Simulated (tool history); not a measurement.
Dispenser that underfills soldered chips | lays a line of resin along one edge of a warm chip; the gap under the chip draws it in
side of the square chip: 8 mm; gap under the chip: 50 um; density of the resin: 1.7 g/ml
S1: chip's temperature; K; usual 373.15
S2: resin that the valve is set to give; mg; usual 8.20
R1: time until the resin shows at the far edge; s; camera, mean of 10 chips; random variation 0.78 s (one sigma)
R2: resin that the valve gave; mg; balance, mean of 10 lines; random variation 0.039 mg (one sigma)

run   hour      S1    S2     R1    R2
  1    0.0  373.15  8.20   94.0  7.93
  2    2.7  373.15  8.20  103.9  8.00
       5.6  -- new syringe of resin
  3    8.5  373.15  8.20   81.7  7.95
  4   13.3  373.15  8.20   97.3  7.97
  5   16.4  373.15  8.88  107.2  8.64
      17.6  -- new syringe of resin
  6   20.5  373.15  8.88   80.4  8.61
  7   25.2  385.15  8.20   62.8  7.89
  8   28.4  362.15  8.20  164.1  7.86
      29.7  -- new syringe of resin
  9   34.0  373.15  9.48   83.8  9.04
      35.8  -- dispensing valve cleaned and set on the balance
 10   39.8  373.15  9.48   97.3  9.46
      43.0  -- new syringe of resin
 11   45.8  373.15  9.48   80.5  9.44
 12   50.1  373.15  8.20   93.5  8.12
      54.8  -- new syringe of resin
 13   54.8  373.15  8.20   75.2  8.01
 14   60.5  359.15  8.20  155.5  8.02
 15   66.0  359.15  8.20  184.1  8.00
      66.7  -- new syringe of resin
 16   70.4  386.15  8.20   52.2  7.94
 17   76.1  386.15  8.20   61.8  7.97
      78.6  -- new syringe of resin
 18   81.4  386.15  8.20   51.5  7.95
 19   84.2  373.15  7.98   92.5  7.69
 20   87.4  373.15  7.98  100.8  7.78
      90.7  -- new syringe of resin
 21   91.0  373.15  7.98   76.4  7.69
 22   93.4  362.15  8.65  124.1  8.42
 23   97.4  358.15  8.65  166.4  8.35
     102.7  -- new syringe of resin
 24  103.1  361.15  9.83  120.3  9.40
 25  108.6  360.15  7.31  154.0  7.04
 26  113.3  360.15  9.45  178.9  9.07

The next listed run, before its measurement:
     114.7  -- new syringe of resin
 27  119.4  378.15  10.47   ?   ?

Run 27 gave R1 69.4 s, R2 9.97 mg.
Without the tool's hidden state the same run would have given R1 57.9 s, R2 10.45 mg.
